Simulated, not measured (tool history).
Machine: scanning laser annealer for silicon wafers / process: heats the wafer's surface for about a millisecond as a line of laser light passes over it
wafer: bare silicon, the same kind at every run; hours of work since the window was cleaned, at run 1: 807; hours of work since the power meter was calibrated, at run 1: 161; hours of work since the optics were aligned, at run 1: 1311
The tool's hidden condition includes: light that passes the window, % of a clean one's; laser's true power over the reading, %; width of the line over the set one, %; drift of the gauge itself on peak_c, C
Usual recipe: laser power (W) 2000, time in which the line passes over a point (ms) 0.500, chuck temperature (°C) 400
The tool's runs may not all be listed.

run	day	laser power (W)	time in which the line passes over a point (ms)	chuck temperature (°C)	hours of work since the window was cleaned	hours of work since the power meter was calibrated	hours of work since the optics were aligned	highest temperature of the surface (°C)
1	0.000	2000	0.500	400	807	161	1311	1243
2	0.254	2000	0.500	400	810	165	1315	1245
3	0.746	2000	0.500	400	817	171	1322	1246
4	1.042	2000	0.500	440	821	176	1326	1283
5	1.608	2000	0.500	400	829	183	1334	1244
6	1.929	2000	0.500	388	833	188	1338	1234
7	2.517	2000	0.500	388	841	196	1346	1230
8	2.892	2000	0.500	421	847	201	1351	1267
9	3.317	2000	0.500	400	852	207	1357	1244
10	3.817	2000	0.500	400	859	214	1364	1244
11	4.142	1897	0.417	385	864	218	1369	1105
12	4.412	1938	0.587	420	868	222	1372	1300
13	4.804	1938	0.587	420	873	228	1378	1303
14	5.192	1938	0.582	379	878	233	1383	1253
15	5.750	1876	0.425	394	886	241	1391	1111
16	6.121	2084	0.374	377	891	246	1396	1145
17	6.400	1740	0.364	400	895	250	1400	1000
18	6.988	1883	0.500	408	903	258	1408	1189
19	7.346	1764	0.452	408	908	263	1413	1092
20	7.867	1764	0.452	408	915	270	1420	1092

Each row is a separate what-if for the run after 20, all from the same tool condition, not one after another. Results?
A	8.404	1718	0.521	408	923	277	1428	?
B	8.404	1862	0.491	408	923	277	1428	?
C	8.404	1731	0.500	388	923	277	1428	?
D	8.404	2078	0.508	432	923	277	1428	?
E	8.404	1846	0.602	369	923	277	1428	?

run	highest temperature of the surface (°C)
A	1119
B	1172
C	1092
D	1323
E	1209
Without the tool's unlogged condition, the same runs would have read:
run	highest temperature of the surface (°C)
A	1121
B	1175
C	1094
D	1326
E	1212
